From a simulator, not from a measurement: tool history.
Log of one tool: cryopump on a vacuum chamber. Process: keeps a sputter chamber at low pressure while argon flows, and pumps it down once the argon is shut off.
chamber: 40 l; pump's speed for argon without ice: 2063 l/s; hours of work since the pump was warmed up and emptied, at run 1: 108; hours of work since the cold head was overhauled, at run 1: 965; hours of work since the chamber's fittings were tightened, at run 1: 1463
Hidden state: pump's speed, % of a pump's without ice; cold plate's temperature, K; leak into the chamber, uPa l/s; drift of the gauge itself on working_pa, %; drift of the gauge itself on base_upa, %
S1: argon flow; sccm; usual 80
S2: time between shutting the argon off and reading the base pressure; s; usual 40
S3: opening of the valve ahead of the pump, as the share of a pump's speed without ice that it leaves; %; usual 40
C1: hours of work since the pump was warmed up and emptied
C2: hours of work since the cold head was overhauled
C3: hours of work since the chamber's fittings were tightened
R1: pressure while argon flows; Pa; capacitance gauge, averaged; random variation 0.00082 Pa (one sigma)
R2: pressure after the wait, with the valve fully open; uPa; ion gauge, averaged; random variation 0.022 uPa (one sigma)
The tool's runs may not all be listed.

Run 1, day 0: usual settings; C1 108; C2 965; C3 1463. Result: R1 0.1687 Pa, R2 0.96 uPa.
Run 2, day 1.883: usual settings; C1 142; C2 999; C3 1498. Result: R1 0.1687 Pa, R2 1.07 uPa.
Run 3, day 4.492: usual settings; C1 189; C2 1047; C3 1545. Result: R1 0.1695 Pa, R2 1.06 uPa.
Run 4, day 7.371: usual settings; C1 242; C2 1099; C3 1597. Result: R1 0.1738 Pa, R2 1.04 uPa.
Run 5, day 10.667: usual settings; C1 302; C2 1159; C3 1657. Result: R1 0.1731 Pa, R2 1.1 uPa.
Run 6, day 12.471: usual settings; C1 334; C2 1192; C3 1690. Result: R1 0.1755 Pa, R2 1.14 uPa.
Run 7, day 14.417: usual settings but S2 186 s; C1 370; C2 1227; C3 1725. Result: R1 0.1752 Pa, R2 0.85 uPa.
Run 8, day 16.879: usual settings but S2 288 s; C1 415; C2 1272; C3 1770. Result: R1 0.1776 Pa, R2 0.8 uPa.
Run 9, day 19.55: usual settings but S2 230 s; C1 463; C2 1321; C3 1819. Result: R1 0.1801 Pa, R2 0.87 uPa.
Run 10, day 22.8: usual settings but S2 230 s; C1 522; C2 1380; C3 1878. Result: R1 0.1826 Pa, R2 0.93 uPa.
Run 11, day 24.767: usual settings but S2 65 s; C1 558; C2 1415; C3 1914. Result: R1 0.1853 Pa, R2 1.12 uPa.
Run 12, day 26.212: usual settings but S1 137 sccm, S2 65 s; C1 584; C2 1442; C3 1940. Result: R1 0.3191 Pa, R2 1.15 uPa.
Run 13, day 29.008: usual settings but S2 22 s; C1 635; C2 1492; C3 1991. Result: R1 0.188 Pa, R2 1.71 uPa.
Run 14, day 32.254: usual settings but S2 248 s; C1 694; C2 1551; C3 2050. Result: R1 0.1933 Pa, R2 1.08 uPa.
Run 15, day 33.804: usual settings but S2 248 s; C1 722; C2 1580; C3 2078. Result: R1 0.1929 Pa, R2 1.09 uPa.
Run 16, day 36.542: usual settings but S2 248 s; C1 772; C2 1629; C3 2128. Result: R1 0.1946 Pa, R2 1.17 uPa.
Run 17, day 39.512: usual settings but S2 248 s; C1 826; C2 1683; C3 2182. Result: R1 0.199 Pa, R2 1.14 uPa.
At day 40.512: pump warmed up, emptied and cooled again.
Run 18, day 42.15: usual settings but S2 247 s, S3 28 %; C1 30; C2 1728; C3 2226. Result: R1 0.2349 Pa, R2 0.87 uPa.
Run 19, day 44.025: usual settings but S2 61 s, S3 15 %; C1 64; C2 1762; C3 2260. Result: R1 0.4391 Pa, R2 1.05 uPa.
Run 20, day 46.138: usual settings but S2 32 s, S3 50 %; C1 102; C2 1800; C3 2298. Result: R1 0.1343 Pa, R2 1.34 uPa.
Run 21, day 47.771: usual settings but S2 32 s, S3 50 %; C1 132; C2 1830; C3 2328. Result: R1 0.1346 Pa, R2 1.35 uPa.
Run 22, day 49.912: usual settings but S2 32 s, S3 50 %; C1 171; C2 1869; C3 2367. Result: R1 0.1352 Pa, R2 1.35 uPa.
Run 23, day 51.971: usual settings but S2 80 s; C1 208; C2 1906; C3 2404. Result: R1 0.1702 Pa, R2 1.08 uPa.
Run 24, day 54.275: usual settings but S1 62 sccm, S3 30 %; C1 250; C2 1948; C3 2446. Result: R1 0.1765 Pa, R2 1.38 uPa.
Run 25, day 57.604: usual settings but S1 62 sccm, S3 30 %; C1 311; C2 2009; C3 2507. Result: R1 0.1772 Pa, R2 1.43 uPa.
Run 26, day 59.942: usual settings but S1 62 sccm, S2 23 s, S3 37 %; C1 353; C2 2051; C3 2549. Result: R1 0.1469 Pa, R2 1.71 uPa.
Run 27, day 62.233: usual settings but S1 46 sccm, S2 23 s, S3 37 %; C1 395; C2 2093; C3 2591. Result: R1 0.1097 Pa, R2 1.73 uPa.
Run 28, day 64.962: usual settings but S1 46 sccm, S2 23 s, S3 37 %; C1 444; C2 2142; C3 2641. Result: R1 0.1107 Pa, R2 1.77 uPa.
Run 29, day 67.767: usual settings but S1 46 sccm, S2 23 s, S3 37 %; C1 495; C2 2193; C3 2691. Result: R1 0.112 Pa, R2 1.77 uPa.
Run 30, day 69.925: usual settings but S1 46 sccm, S2 23 s, S3 37 %; C1 535; C2 2233; C3 2731. Result: R1 0.1132 Pa, R2 1.87 uPa.
Run 31, day 72.429: usual settings but S1 46 sccm, S2 23 s, S3 37 %; C1 580; C2 2278; C3 2776. Result: R1 0.1129 Pa, R2 1.88 uPa.
Run 32, day 75.738: usual settings but S1 46 sccm, S2 23 s, S3 37 %; C1 640; C2 2338; C3 2836. Result: R1 0.1163 Pa, R2 1.95 uPa.
Run 33, day 77.604: usual settings but S1 41 sccm; C1 674; C2 2372; C3 2870. Result: R1 0.0969 Pa, R2 1.69 uPa.
Run 34, day 79.767: usual settings but S1 41 sccm; C1 714; C2 2411; C3 2910. Result: R1 0.0986 Pa, R2 1.74 uPa.

Hidden state at the last listed run before each entry between runs and at the first one after, where it differs:
Between runs 17 and 18: pump warmed up, emptied and cooled again (day 40.512)
  pump's speed, % of a pump's without ice: 66.1 -> 98.7; cold plate's temperature, K: 12.51 -> 12.52; leak into the chamber, uPa l/s: 1526 -> 1551
  measured less the result without the state, R1: +0.0347 -> +0.0016 Pa; R2: +0.96 -> +0.63 uPa
